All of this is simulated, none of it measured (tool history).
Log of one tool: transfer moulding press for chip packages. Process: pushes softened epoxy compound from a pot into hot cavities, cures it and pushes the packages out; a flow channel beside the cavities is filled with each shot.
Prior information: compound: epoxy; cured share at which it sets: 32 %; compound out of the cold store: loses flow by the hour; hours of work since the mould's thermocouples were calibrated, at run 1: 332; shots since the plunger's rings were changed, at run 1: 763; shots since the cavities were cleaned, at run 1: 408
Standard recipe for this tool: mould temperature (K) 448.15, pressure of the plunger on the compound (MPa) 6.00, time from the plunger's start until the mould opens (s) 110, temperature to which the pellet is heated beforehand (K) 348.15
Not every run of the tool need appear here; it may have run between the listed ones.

| run | hour | mould temperature (K) | pressure of the plunger on the compound (MPa) | time from the plunger's start until the mould opens (s) | temperature to which the pellet is heated beforehand (K) | hours of work since the mould's thermocouples were calibrated | shots since the plunger's rings were changed | shots since the cavities were cleaned | incoming compound's hours out of the cold store | length that the compound runs in the flow channel (mm) | greatest force on the pins that push the packages out (N) |
|---|---|---|---|---|---|---|---|---|---|---|---|
| 1 | 0.0 | 448.15 | 6.00 | 110 | 348.15 | 332 | 763 | 408 | 25.2 | 686 | 489 |
| 2 | 12.2 | 448.15 | 6.00 | 110 | 339.15 | 339 | 881 | 526 | 39.2 | 635 | 471 |
| 3 | 20.0 | 448.15 | 6.00 | 110 | 348.15 | 344 | 955 | 600 | 21.5 | 698 | 508 |
|  | 33.2 | cavities cleaned with cleaning compound and waxed |
| 4 | 35.3 | 448.15 | 6.00 | 110 | 348.15 | 352 | 1087 | 20 | 44.2 | 615 | 459 |
| 5 | 51.6 | 448.15 | 6.00 | 110 | 348.15 | 361 | 1243 | 176 | 36.1 | 642 | 477 |
| 6 | 62.4 | 448.15 | 6.00 | 110 | 348.15 | 368 | 1346 | 279 | 8.2 | 763 | 475 |
| 7 | 78.2 | 448.15 | 6.00 | 110 | 348.15 | 377 | 1497 | 430 | 23.6 | 693 | 470 |
| 8 | 88.3 | 448.15 | 6.00 | 110 | 348.15 | 383 | 1594 | 527 | 32.0 | 660 | 495 |
| 9 | 98.7 | 443.15 | 6.00 | 110 | 348.15 | 389 | 1694 | 627 | 19.2 | 728 | 651 |
|  | 109.4 | cavities cleaned with cleaning compound and waxed |
| 10 | 109.5 | 443.15 | 6.00 | 110 | 348.15 | 394 | 1783 | 1 | 40.9 | 641 | 577 |
| 11 | 121.0 | 443.15 | 6.00 | 110 | 348.15 | 401 | 1893 | 111 | 46.6 | 616 | 573 |
| 12 | 132.9 | 443.15 | 6.00 | 110 | 348.15 | 408 | 2006 | 224 | 40.6 | 641 | 572 |
| 13 | 144.9 | 445.15 | 6.00 | 110 | 348.15 | 415 | 2121 | 339 | 18.1 | 724 | 539 |
| 14 | 157.5 | 445.15 | 6.00 | 110 | 348.15 | 422 | 2242 | 460 | 34.6 | 667 | 536 |
| 15 | 173.8 | 453.15 | 6.00 | 147 | 351.15 | 431 | 2398 | 616 | 10.0 | 746 | 421 |
| 16 | 182.0 | 453.15 | 6.00 | 147 | 351.15 | 436 | 2476 | 694 | 11.0 | 742 | 418 |
|  | 186.5 | cavities cleaned with cleaning compound and waxed |
| 17 | 196.7 | 448.15 | 4.71 | 110 | 350.15 | 444 | 2602 | 97 | 8.1 | 679 | 485 |
| 18 | 211.3 | 448.15 | 4.71 | 110 | 350.15 | 452 | 2742 | 237 | 10.2 | 667 | 487 |
| 19 | 224.2 | 456.15 | 6.10 | 110 | 350.15 | 460 | 2866 | 361 | 33.3 | 644 | 432 |
| 20 | 239.5 | 448.15 | 4.51 | 110 | 349.15 | 469 | 3013 | 508 | 26.6 | 598 | 464 |
| 21 | 247.9 | 446.15 | 6.00 | 110 | 340.15 | 474 | 3093 | 588 | 20.5 | 715 | 534 |
|  | 258.6 | plunger's sealing rings changed |
|  | 264.7 | cavities cleaned with cleaning compound and waxed |
| 22 | 268.5 | 446.15 | 6.00 | 110 | 340.15 | 483 | 80 | 36 | 23.4 | 702 | 499 |
|  | 272.8 | mould's thermocouples calibrated |
| 23 | 279.5 | 452.15 | 4.90 | 110 | 352.15 | 4 | 166 | 122 | 16.0 | 648 | 424 |
| 24 | 292.3 | 452.15 | 4.90 | 110 | 352.15 | 11 | 288 | 244 | 46.2 | 547 | 425 |
| 25 | 300.6 | 455.15 | 6.00 | 110 | 358.15 | 16 | 368 | 324 | 48.0 | 585 | 423 |
| 26 | 312.3 | 455.15 | 6.00 | 110 | 358.15 | 23 | 480 | 436 | 29.2 | 655 | 420 |
| 27 | 320.5 | 455.15 | 6.00 | 110 | 358.15 | 28 | 558 | 514 | 32.6 | 646 | 434 |

Predict each of these 5 candidate next runs independently; none follows another, all start after run 27:
| A | 332.7 | 451.15 | 4.66 | 110 | 344.15 | 35 | 675 | 631 | 22.2 | ? | ? |
| B | 332.7 | 455.15 | 6.68 | 110 | 358.15 | 35 | 675 | 631 | 45.4 | ? | ? |
| C | 332.7 | 442.15 | 6.00 | 109 | 358.15 | 35 | 675 | 631 | 16.3 | ? | ? |
| D | 332.7 | 453.15 | 4.68 | 110 | 358.15 | 35 | 675 | 631 | 44.5 | ? | ? |
| E | 332.7 | 455.15 | 6.00 | 130 | 358.15 | 35 | 675 | 631 | 26.3 | ? | ? |

| run | length that the compound runs in the flow channel (mm) | greatest force on the pins that push the packages out (N) |
|---|---|---|
| A | 612 | 448 |
| B | 630 | 428 |
| C | 744 | 679 |
| D | 536 | 449 |
| E | 673 | 424 |
Without the tool's hidden state the same runs would have given:
| run | length that the compound runs in the flow channel (mm) | greatest force on the pins that push the packages out (N) |
|---|---|---|
| A | 613 | 444 |
| B | 630 | 424 |
| C | 744 | 674 |
| D | 537 | 445 |
| E | 673 | 421 |
